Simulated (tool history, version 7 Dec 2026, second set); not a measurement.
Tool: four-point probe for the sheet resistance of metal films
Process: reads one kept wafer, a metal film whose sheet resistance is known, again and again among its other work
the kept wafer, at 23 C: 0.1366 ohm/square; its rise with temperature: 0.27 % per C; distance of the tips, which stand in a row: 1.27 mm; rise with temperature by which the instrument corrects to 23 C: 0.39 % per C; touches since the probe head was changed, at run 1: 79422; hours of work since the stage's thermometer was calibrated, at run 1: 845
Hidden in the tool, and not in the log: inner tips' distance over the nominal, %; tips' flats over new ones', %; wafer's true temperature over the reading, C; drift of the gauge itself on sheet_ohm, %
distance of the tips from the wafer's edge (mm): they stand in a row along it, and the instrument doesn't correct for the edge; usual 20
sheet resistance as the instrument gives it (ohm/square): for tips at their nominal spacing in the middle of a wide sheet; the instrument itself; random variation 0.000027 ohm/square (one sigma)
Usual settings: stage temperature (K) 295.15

| run | hour | stage temperature (K) | distance of the tips from the wafer's edge (mm) | touches since the probe head was changed | hours of work since the stage's thermometer was calibrated | sheet resistance as the instrument gives it (ohm/square) |
|---|---|---|---|---|---|---|
| 1 | 0.0 | 295.15 | 20 | 79422 | 845 | 0.137767 |
| 2 | 60.5 | 295.15 | 20 | 81931 | 890 | 0.137786 |
| 3 | 95.1 | 298.15 | 20 | 83366 | 916 | 0.137317 |
| 4 | 152.1 | 294.15 | 20 | 85729 | 958 | 0.138008 |
| 5 | 226.4 | 293.15 | 20 | 88810 | 1014 | 0.138176 |
| 6 | 307.4 | 293.15 | 20 | 92169 | 1075 | 0.138158 |
| 7 | 358.3 | 293.15 | 20 | 94280 | 1113 | 0.138155 |
| 8 | 405.5 | 295.15 | 5 | 96236 | 1148 | 0.142156 |
| 9 | 451.7 | 295.15 | 20 | 98153 | 1182 | 0.137848 |
| 10 | 508.6 | 295.15 | 20 | 100511 | 1225 | 0.137876 |
| 11 | 574.4 | 295.15 | 20 | 103242 | 1274 | 0.137893 |
| 12 | 649.2 | 295.15 | 20 | 106344 | 1330 | 0.137912 |
| 13 | 701.5 | 295.15 | 20 | 108509 | 1369 | 0.137894 |
| 14 | 773.0 | 295.15 | 20 | 111475 | 1423 | 0.137945 |
| 15 | 844.8 | 295.15 | 60 | 114455 | 1476 | 0.137710 |
| 16 | 887.6 | 295.15 | 60 | 116226 | 1508 | 0.137724 |
| 17 | 943.4 | 295.15 | 29 | 118542 | 1550 | 0.137784 |
| 18 | 992.1 | 295.15 | 20 | 120560 | 1586 | 0.137950 |
| 19 | 1058.6 | 295.15 | 20 | 123317 | 1636 | 0.138040 |
| 20 | 1095.0 | 295.15 | 20 | 124828 | 1663 | 0.137983 |
| 21 | 1176.5 | 307.15 | 20 | 128209 | 1724 | 0.136158 |
| 22 | 1233.6 | 307.15 | 20 | 130573 | 1767 | 0.136205 |
| 23 | 1316.0 | 291.15 | 20 | 133992 | 1828 | 0.138739 |
| 24 | 1371.3 | 291.15 | 20 | 136285 | 1870 | 0.138735 |
| 25 | 1443.9 | 291.15 | 20 | 139297 | 1924 | 0.138815 |
| 26 | 1507.9 | 291.15 | 20 | 141949 | 1972 | 0.138750 |
| 27 | 1587.2 | 296.15 | 65 | 145237 | 2031 | 0.137654 |
| 28 | 1630.2 | 303.15 | 20 | 147020 | 2063 | 0.136897 |
|  | 1634.1 | stage's thermometer calibrated |
| 29 | 1689.4 | 304.15 | 4 | 149454 | 41 | 0.143726 |
| 30 | 1751.5 | 295.15 | 24 | 152030 | 88 | 0.138343 |
| 31 | 1801.9 | 296.15 | 13 | 154118 | 125 | 0.138652 |
| 32 | 1860.4 | 296.15 | 13 | 156545 | 169 | 0.138681 |
| 33 | 1926.0 | 294.15 | 57 | 159264 | 218 | 0.138385 |
| 34 | 1966.5 | 294.15 | 25 | 160945 | 248 | 0.138569 |
| 35 | 2035.3 | 295.15 | 39 | 163796 | 300 | 0.138326 |
| 36 | 2094.1 | 299.15 | 22 | 166238 | 344 | 0.137827 |
| 37 | 2169.1 | 306.15 | 13 | 169344 | 400 | 0.137236 |
| 38 | 2251.0 | 303.15 | 13 | 172743 | 461 | 0.137731 |
| 39 | 2325.9 | 303.15 | 13 | 175848 | 517 | 0.137676 |
| 40 | 2359.7 | 292.15 | 13 | 177248 | 542 | 0.139496 |
| 41 | 2396.7 | 292.15 | 13 | 178785 | 570 | 0.139563 |
| 42 | 2470.5 | 292.15 | 13 | 181843 | 625 | 0.139490 |
| 43 | 2549.1 | 292.15 | 10 | 185103 | 684 | 0.140008 |
| 44 | 2622.7 | 292.15 | 10 | 188155 | 739 | 0.140047 |

4 ways to go on from here, each from the tool as it stands after run 44. What would each give?
| A | 2673.1 | 297.15 | 17 | 190245 | 777 | ? |
| B | 2673.1 | 296.15 | 34 | 190245 | 777 | ? |
| C | 2673.1 | 306.15 | 64 | 190245 | 777 | ? |
| D | 2673.1 | 298.15 | 14 | 190245 | 777 | ? |

| run | sheet resistance as the instrument gives it (ohm/square) |
|---|---|
| A | 0.138423 |
| B | 0.138296 |
| C | 0.136633 |
| D | 0.138517 |
Without the tool's hidden state the same runs would have given:
| run | sheet resistance as the instrument gives it (ohm/square) |
|---|---|
| A | 0.136836 |
| B | 0.136710 |
| C | 0.135064 |
| D | 0.136929 |
